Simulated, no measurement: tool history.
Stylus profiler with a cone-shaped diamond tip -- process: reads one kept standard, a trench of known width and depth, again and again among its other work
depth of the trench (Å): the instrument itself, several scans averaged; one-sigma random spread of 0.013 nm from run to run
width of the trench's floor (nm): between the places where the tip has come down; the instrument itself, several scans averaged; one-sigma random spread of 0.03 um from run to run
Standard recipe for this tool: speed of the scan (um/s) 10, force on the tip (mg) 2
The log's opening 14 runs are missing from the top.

| run | hour | speed of the scan (um/s) | force on the tip (mg) | depth of the trench (Å) | width of the trench's floor (nm) |
|---|---|---|---|---|---|
| 15 | 1023.9 | 6 | 2 | 1011.2 | 17680 |
| 16 | 1084.8 | 6 | 2 | 1010.9 | 17670 |
| 17 | 1171 | 13 | 0.78 | 1005.3 | 17650 |
| 18 | 1235.7 | 19 | 0.96 | 1006.5 | 17610 |
| 19 | 1285.5 | 9 | 2.35 | 1012.3 | 17580 |
| 20 | 1372.3 | 5 | 1.32 | 1007.8 | 17590 |
| 21 | 1435.2 | 5 | 1.32 | 1007.9 | 17560 |
| 22 | 1490 | 5 | 1.32 | 1008.1 | 17560 |
| 23 | 1549 | 5 | 1.32 | 1007.9 | 17540 |
| 24 | 1614.3 | 5 | 1.32 | 1007.7 | 17590 |
| 25 | 1700.9 | 33 | 0.86 | 1005.4 | 17490 |
| 26 | 1745.3 | 6 | 1.74 | 1009.6 | 17530 |
| 27 | 1835.7 | 6 | 1.74 | 1009.6 | 17540 |
| 28 | 1890.6 | 6 | 1.74 | 1009.4 | 17500 |
| 29 | 1949.7 | 8 | 3.89 | 1017.3 | 17470 |
| 30 | 2010.1 | 11 | 3.58 | 1016.3 | 17430 |
| 31 | 2073.6 | 11 | 3.58 | 1016 | 17430 |
| 32 | 2172.4 | 11 | 3.58 | 1016 | 17470 |

What if the next run were any one of these 3? Each begins from the tool's condition after run 32:
| A | 2255.5 | 4 | 1.21 | ? | ? |
| B | 2255.5 | 4 | 1.1 | ? | ? |
| C | 2255.5 | 9 | 2.2 | ? | ? |

| run | depth of the trench (Å) | width of the trench's floor (nm) |
|---|---|---|
| A | 1006.8 | 17400 |
| B | 1006.1 | 17440 |
| C | 1011.1 | 17380 |
With the hidden condition removed and each run's random variation left untouched, the same runs would have given:
| run | depth of the trench (Å) | width of the trench's floor (nm) |
|---|---|---|
| A | 1008.7 | 17970 |
| B | 1008.1 | 18010 |
| C | 1013.1 | 17950 |
